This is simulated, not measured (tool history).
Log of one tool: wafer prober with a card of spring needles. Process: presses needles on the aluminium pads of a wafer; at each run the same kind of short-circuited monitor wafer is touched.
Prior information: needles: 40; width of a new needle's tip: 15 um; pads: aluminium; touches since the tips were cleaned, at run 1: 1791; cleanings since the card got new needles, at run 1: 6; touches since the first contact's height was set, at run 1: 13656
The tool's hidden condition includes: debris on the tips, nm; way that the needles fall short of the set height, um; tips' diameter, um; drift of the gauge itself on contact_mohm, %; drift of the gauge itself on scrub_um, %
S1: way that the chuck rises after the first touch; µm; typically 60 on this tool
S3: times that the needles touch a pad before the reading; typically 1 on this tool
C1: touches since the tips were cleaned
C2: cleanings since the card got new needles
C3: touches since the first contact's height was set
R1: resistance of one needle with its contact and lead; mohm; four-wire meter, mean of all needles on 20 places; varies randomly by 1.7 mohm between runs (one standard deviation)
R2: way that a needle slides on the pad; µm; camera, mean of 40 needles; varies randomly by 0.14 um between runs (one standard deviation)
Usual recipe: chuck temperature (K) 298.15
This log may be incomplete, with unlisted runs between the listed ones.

{"run": 1, "day": 0.0, "S1": 60, "chuck temperature (K)": 298.15, "S3": 1, "C1": 1791, "C2": 6, "C3": 13656, "R1": 206, "R2": 15.09}
{"day": 0.029, "done": "tips cleaned on abrasive film"}
{"day": 0.171, "done": "tips cleaned on abrasive film"}
{"run": 2, "day": 0.271, "S1": 63, "chuck temperature (K)": 298.15, "S3": 1, "C1": 1461, "C2": 8, "C3": 17612, "R1": 197, "R2": 15.96}
{"day": 0.304, "done": "tips cleaned on abrasive film"}
{"day": 0.429, "done": "tips cleaned on abrasive film"}
{"run": 3, "day": 0.504, "S1": 63, "chuck temperature (K)": 298.15, "S3": 1, "C1": 1141, "C2": 10, "C3": 21076, "R1": 188, "R2": 15.56}
{"day": 0.562, "done": "tips cleaned on abrasive film"}
{"day": 0.708, "done": "tips cleaned on abrasive film"}
{"run": 4, "day": 0.779, "S1": 48, "chuck temperature (K)": 298.15, "S3": 1, "C1": 1048, "C2": 12, "C3": 25067, "R1": 208, "R2": 11.71}
{"day": 0.842, "done": "tips cleaned on abrasive film"}
{"day": 0.975, "done": "tips cleaned on abrasive film"}
{"run": 5, "day": 1.033, "S1": 48, "chuck temperature (K)": 298.15, "S3": 1, "C1": 848, "C2": 14, "C3": 28811, "R1": 199, "R2": 11.71}
{"day": 1.121, "done": "tips cleaned on abrasive film"}
{"day": 1.275, "done": "tips cleaned on abrasive film"}
{"day": 1.404, "done": "tips cleaned on abrasive film"}
{"run": 6, "day": 1.404, "S1": 48, "chuck temperature (K)": 298.15, "S3": 1, "C1": 0, "C2": 17, "C3": 34236, "R1": 184, "R2": 11.59}
{"day": 1.542, "done": "tips cleaned on abrasive film"}
{"run": 7, "day": 1.567, "S1": 60, "chuck temperature (K)": 298.15, "S3": 1, "C1": 323, "C2": 18, "C3": 36625, "R1": 184, "R2": 14.86}
{"day": 1.688, "done": "tips cleaned on abrasive film"}
{"day": 1.833, "done": "tips cleaned on abrasive film"}
{"run": 8, "day": 1.929, "S1": 60, "chuck temperature (K)": 298.15, "S3": 1, "C1": 1461, "C2": 20, "C3": 42047, "R1": 204, "R2": 14.67}
{"day": 1.983, "done": "tips cleaned on abrasive film"}
{"day": 2.125, "done": "tips cleaned on abrasive film"}
{"run": 9, "day": 2.171, "S1": 60, "chuck temperature (K)": 320.15, "S3": 1, "C1": 686, "C2": 22, "C3": 45551, "R1": 192, "R2": 14.72}
{"day": 2.262, "done": "tips cleaned on abrasive film"}
{"day": 2.396, "done": "tips cleaned on abrasive film"}
{"day": 2.533, "done": "tips cleaned on abrasive film"}
{"run": 10, "day": 2.533, "S1": 60, "chuck temperature (K)": 320.15, "S3": 1, "C1": 0, "C2": 25, "C3": 50887, "R1": 174, "R2": 14.46}
{"day": 2.683, "done": "tips cleaned on abrasive film"}
{"day": 2.825, "done": "tips cleaned on abrasive film"}
{"run": 11, "day": 2.896, "S1": 60, "chuck temperature (K)": 320.15, "S3": 1, "C1": 1107, "C2": 27, "C3": 56254, "R1": 203, "R2": 14.46}
{"day": 2.979, "done": "tips cleaned on abrasive film"}
{"day": 3.112, "done": "tips cleaned on abrasive film"}
{"run": 12, "day": 3.2, "S1": 60, "chuck temperature (K)": 320.15, "S3": 1, "C1": 1306, "C2": 29, "C3": 60729, "R1": 205, "R2": 14.58}
{"day": 3.25, "done": "tips cleaned on abrasive film"}
{"day": 3.375, "done": "tips cleaned on abrasive film"}
{"run": 13, "day": 3.492, "S1": 41, "chuck temperature (K)": 298.15, "S3": 1, "C1": 1744, "C2": 31, "C3": 65011, "R1": 272, "R2": 9.41}
{"day": 3.521, "done": "tips cleaned on abrasive film"}
{"day": 3.662, "done": "tips cleaned on abrasive film"}
{"day": 3.792, "done": "tips cleaned on abrasive film"}
{"run": 14, "day": 3.792, "S1": 60, "chuck temperature (K)": 298.15, "S3": 1, "C1": 12, "C2": 34, "C3": 69388, "R1": 171, "R2": 14.16}
{"day": 3.925, "done": "tips cleaned on abrasive film"}
{"run": 15, "day": 3.992, "S1": 60, "chuck temperature (K)": 325.15, "S3": 1, "C1": 1002, "C2": 35, "C3": 72343, "R1": 204, "R2": 14.21}
{"day": 4.071, "done": "tips cleaned on abrasive film"}
{"day": 4.221, "done": "tips cleaned on abrasive film"}
{"day": 4.354, "done": "tips cleaned on abrasive film"}
{"run": 16, "day": 4.379, "S1": 60, "chuck temperature (K)": 325.15, "S3": 1, "C1": 364, "C2": 38, "C3": 78009, "R1": 189, "R2": 14.19}
{"day": 4.492, "done": "tips cleaned on abrasive film"}
{"day": 4.625, "done": "tips cleaned on abrasive film"}
{"run": 17, "day": 4.633, "S1": 60, "chuck temperature (K)": 325.15, "S3": 1, "C1": 170, "C2": 40, "C3": 81789, "R1": 184, "R2": 13.92}
{"day": 4.754, "done": "tips cleaned on abrasive film"}
{"day": 4.883, "done": "tips cleaned on abrasive film"}
{"run": 18, "day": 4.938, "S1": 60, "chuck temperature (K)": 325.15, "S3": 1, "C1": 812, "C2": 42, "C3": 86247, "R1": 198, "R2": 13.91}
{"day": 5.025, "done": "tips cleaned on abrasive film"}
{"day": 5.158, "done": "tips cleaned on abrasive film"}
{"day": 5.288, "done": "tips cleaned on abrasive film"}
{"run": 19, "day": 5.325, "S1": 44, "chuck temperature (K)": 310.15, "S3": 2, "C1": 588, "C2": 45, "C3": 91947, "R1": 207, "R2": 9.91}
{"day": 5.421, "done": "tips cleaned on abrasive film"}
{"day": 5.55, "done": "tips cleaned on abrasive film"}
{"run": 20, "day": 5.567, "S1": 44, "chuck temperature (K)": 310.15, "S3": 2, "C1": 288, "C2": 47, "C3": 95474, "R1": 200, "R2": 9.74}
{"day": 5.692, "done": "tips cleaned on abrasive film"}
{"day": 5.833, "done": "tips cleaned on abrasive film"}
{"run": 21, "day": 5.933, "S1": 62, "chuck temperature (K)": 323.15, "S3": 1, "C1": 1542, "C2": 49, "C3": 100931, "R1": 215, "R2": 14.23}
{"day": 5.971, "done": "tips cleaned on abrasive film"}
{"day": 6.121, "done": "tips cleaned on abrasive film"}
{"day": 6.258, "done": "tips cleaned on abrasive film"}
{"run": 22, "day": 6.329, "S1": 62, "chuck temperature (K)": 323.15, "S3": 1, "C1": 1047, "C2": 52, "C3": 106702, "R1": 206, "R2": 14.11}
{"day": 6.408, "done": "tips cleaned on abrasive film"}
{"day": 6.546, "done": "tips cleaned on abrasive film"}
{"day": 6.696, "done": "tips cleaned on abrasive film"}
{"run": 23, "day": 6.7, "S1": 53, "chuck temperature (K)": 366.15, "S3": 2, "C1": 101, "C2": 55, "C3": 112178, "R1": 198, "R2": 11.71}
{"day": 6.825, "done": "tips cleaned on abrasive film"}
{"day": 6.954, "done": "tips cleaned on abrasive film"}
{"run": 24, "day": 7.058, "S1": 62, "chuck temperature (K)": 306.15, "S3": 1, "C1": 1615, "C2": 57, "C3": 117464, "R1": 220, "R2": 14.14}
{"day": 7.088, "done": "tips cleaned on abrasive film"}
{"day": 7.225, "done": "tips cleaned on abrasive film"}
{"run": 25, "day": 7.333, "S1": 46, "chuck temperature (K)": 365.15, "S3": 2, "C1": 1640, "C2": 59, "C3": 121477, "R1": 245, "R2": 9.99}
{"day": 7.354, "done": "tips cleaned on abrasive film"}
{"day": 7.488, "done": "tips cleaned on abrasive film"}
{"run": 26, "day": 7.504, "S1": 60, "chuck temperature (K)": 365.15, "S3": 2, "C1": 217, "C2": 61, "C3": 123955, "R1": 198, "R2": 13.47}
{"day": 7.629, "done": "tips cleaned on abrasive film"}
{"day": 7.767, "done": "tips cleaned on abrasive film"}
{"run": 27, "day": 7.825, "S1": 60, "chuck temperature (K)": 365.15, "S3": 2, "C1": 898, "C2": 63, "C3": 128692, "R1": 205, "R2": 13.29}
{"day": 7.904, "done": "tips cleaned on abrasive film"}
{"run": 28, "day": 8.008, "S1": 69, "chuck temperature (K)": 298.15, "S3": 2, "C1": 1563, "C2": 64, "C3": 131410, "R1": 192, "R2": 15.46}
{"day": 8.042, "done": "tips cleaned on abrasive film"}
{"day": 8.179, "done": "tips cleaned on abrasive film"}
{"day": 8.308, "done": "tips cleaned on abrasive film"}
{"run": 29, "day": 8.312, "S1": 62, "chuck temperature (K)": 305.15, "S3": 1, "C1": 75, "C2": 67, "C3": 135861, "R1": 180, "R2": 13.6}

Some steps in R1, run to run, broken into two amounts with sign: the step expected even without the hidden condition (settings, incoming material, random variation), and the rest, left for the hidden condition together with whatever gauge scatter is not in both the measured and the hidden-condition-free result:
Run 12 -> 13: S1 60 -> 41, chuck temperature (K) 320.15 -> 298.15, tips cleaned on abrasive film, tips cleaned on abrasive film. R1 +67 mohm: hidden state +66, all else +1.
Run 13 -> 14: S1 41 -> 60, tips cleaned on abrasive film, tips cleaned on abrasive film, tips cleaned on abrasive film. R1 -101 mohm: hidden state -90, all else -11.
